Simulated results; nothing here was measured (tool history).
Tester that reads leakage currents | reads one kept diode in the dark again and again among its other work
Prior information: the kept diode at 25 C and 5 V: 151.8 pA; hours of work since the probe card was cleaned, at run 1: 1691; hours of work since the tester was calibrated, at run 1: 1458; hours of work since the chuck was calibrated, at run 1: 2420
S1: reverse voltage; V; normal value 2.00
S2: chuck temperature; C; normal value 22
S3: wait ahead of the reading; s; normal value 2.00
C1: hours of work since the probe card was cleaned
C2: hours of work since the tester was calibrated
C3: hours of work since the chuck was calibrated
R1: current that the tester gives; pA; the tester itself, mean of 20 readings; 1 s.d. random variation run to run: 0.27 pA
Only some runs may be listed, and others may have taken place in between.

run 1 day=0.000 | S1=2.00 S2=22 S3=2.00 | C1=1691 C2=1458 C3=2420 | R1=104.77
-- day=0.758 chuck's temperature calibrated
run 2 day=1.942 | S1=2.00 S2=22 S3=2.00 | C1=1723 C2=1490 C3=20 | R1=114.66
run 3 day=3.383 | S1=2.00 S2=22 S3=2.00 | C1=1748 C2=1515 C3=45 | R1=115.04
run 4 day=5.458 | S1=2.00 S2=22 S3=2.00 | C1=1784 C2=1550 C3=81 | R1=115.15
run 5 day=6.904 | S1=2.00 S2=38 S3=2.00 | C1=1809 C2=1575 C3=106 | R1=415.01
run 6 day=8.600 | S1=2.00 S2=38 S3=2.00 | C1=1838 C2=1604 C3=135 | R1=418.29
run 7 day=11.388 | S1=2.00 S2=38 S3=2.00 | C1=1886 C2=1653 C3=183 | R1=417.06
run 8 day=12.938 | S1=2.00 S2=38 S3=2.00 | C1=1913 C2=1679 C3=210 | R1=418.77
-- day=15.054 chuck's temperature calibrated, once more
run 9 day=15.638 | S1=2.00 S2=38 S3=2.00 | C1=1958 C2=1724 C3=10 | R1=329.06
run 10 day=18.738 | S1=2.00 S2=38 S3=2.00 | C1=2011 C2=1778 C3=63 | R1=327.81
run 11 day=21.358 | S1=2.00 S2=33 S3=2.00 | C1=2057 C2=1823 C3=109 | R1=222.32
run 12 day=24.646 | S1=2.00 S2=22 S3=2.00 | C1=2113 C2=1880 C3=165 | R1=90.09
run 13 day=26.725 | S1=2.00 S2=22 S3=2.00 | C1=2149 C2=1916 C3=201 | R1=89.84
run 14 day=28.604 | S1=2.00 S2=22 S3=2.00 | C1=2181 C2=1948 C3=234 | R1=90.48
run 15 day=30.846 | S1=2.00 S2=59 S3=2.00 | C1=2220 C2=1987 C3=272 | R1=1548.47
run 16 day=33.900 | S1=2.00 S2=59 S3=0.31 | C1=2273 C2=2039 C3=325 | R1=1556.59
run 17 day=36.367 | S1=2.00 S2=59 S3=0.31 | C1=2315 C2=2082 C3=367 | R1=1550.15
run 18 day=39.571 | S1=2.00 S2=22 S3=2.00 | C1=2370 C2=2137 C3=423 | R1=91.19
run 19 day=42.179 | S1=2.00 S2=22 S3=2.00 | C1=2415 C2=2182 C3=468 | R1=91.60
run 20 day=45.050 | S1=2.00 S2=22 S3=2.00 | C1=2465 C2=2231 C3=517 | R1=91.88
run 21 day=47.958 | S1=2.00 S2=22 S3=2.00 | C1=2515 C2=2282 C3=567 | R1=92.29
run 22 day=51.275 | S1=4.84 S2=22 S3=2.00 | C1=2572 C2=2339 C3=624 | R1=126.59
run 23 day=53.275 | S1=4.84 S2=22 S3=1.20 | C1=2607 C2=2373 C3=659 | R1=127.81
run 24 day=55.508 | S1=4.84 S2=22 S3=1.20 | C1=2645 C2=2412 C3=697 | R1=127.76
run 25 day=58.046 | S1=4.84 S2=22 S3=1.20 | C1=2689 C2=2455 C3=741 | R1=128.80
run 26 day=60.246 | S1=3.28 S2=22 S3=8.51 | C1=2727 C2=2493 C3=779 | R1=111.36
run 27 day=62.867 | S1=6.23 S2=33 S3=0.64 | C1=2772 C2=2539 C3=824 | R1=341.44
run 28 day=66.029 | S1=2.91 S2=48 S3=0.48 | C1=2827 C2=2593 C3=879 | R1=825.43
run 29 day=67.917 | S1=2.91 S2=48 S3=0.48 | C1=2859 C2=2626 C3=911 | R1=826.45
run 30 day=70.788 | S1=2.00 S2=26 S3=7.87 | C1=2909 C2=2675 C3=961 | R1=132.10
run 31 day=72.708 | S1=3.04 S2=20 S3=1.32 | C1=2942 C2=2708 C3=994 | R1=93.74
run 32 day=75.571 | S1=3.04 S2=20 S3=1.32 | C1=2991 C2=2758 C3=1043 | R1=93.90
run 33 day=78.304 | S1=3.04 S2=20 S3=1.32 | C1=3038 C2=2805 C3=1090 | R1=94.26
run 34 day=79.679 | S1=3.04 S2=20 S3=1.32 | C1=3062 C2=2828 C3=1114 | R1=94.06
run 35 day=81.221 | S1=3.04 S2=20 S3=1.32 | C1=3089 C2=2855 C3=1141 | R1=94.19
run 36 day=84.050 | S1=11.73 S2=21 S3=0.60 | C1=3137 C2=2904 C3=1189 | R1=176.42
-- day=86.842 probe card cleaned and baked
run 37 day=86.950 | S1=2.00 S2=24 S3=3.48 | C1=2 C2=2952 C3=1237 | R1=111.30
run 38 day=90.092 | S1=2.00 S2=22 S3=2.36 | C1=56 C2=3006 C3=1291 | R1=93.90
run 39 day=92.350 | S1=2.00 S2=41 S3=1.68 | C1=95 C2=3045 C3=1330 | R1=442.74
run 40 day=94.621 | S1=2.00 S2=41 S3=1.68 | C1=134 C2=3084 C3=1370 | R1=442.15

Across each entry between runs, compare the hidden state at the last listed run before it with the hidden state at the first listed run after it:
Runs 1 to 2: chuck's temperature calibrated (day 0.758)
  stray current of the dirty probe card, pA a volt: 0.882 -> 0.898; current scale over the true one, %: -0.69 -> -0.7; true chuck temperature over the reading, C: 1.97 -> 3.06
  measured minus no-state result, R1: +17.25 -> +27.26 pA
Runs 8 to 9: chuck's temperature calibrated, once more (day 15.054)
  stray current of the dirty probe card, pA a volt: 1.001 -> 1.024; current scale over the true one, %: -0.77 -> -0.79; true chuck temperature over the reading, C: 3.21 -> 0.03
  measured minus no-state result, R1: +91.29 -> +0.08 pA
Runs 36 to 37: probe card cleaned and baked (day 86.842)
  stray current of the dirty probe card, pA a volt: 1.643 -> 0.029; current scale over the true one, %: -1.24 -> -1.26; true chuck temperature over the reading, C: 0.91 -> 0.94
  measured minus no-state result, R1: +28.50 -> +7.33 pA
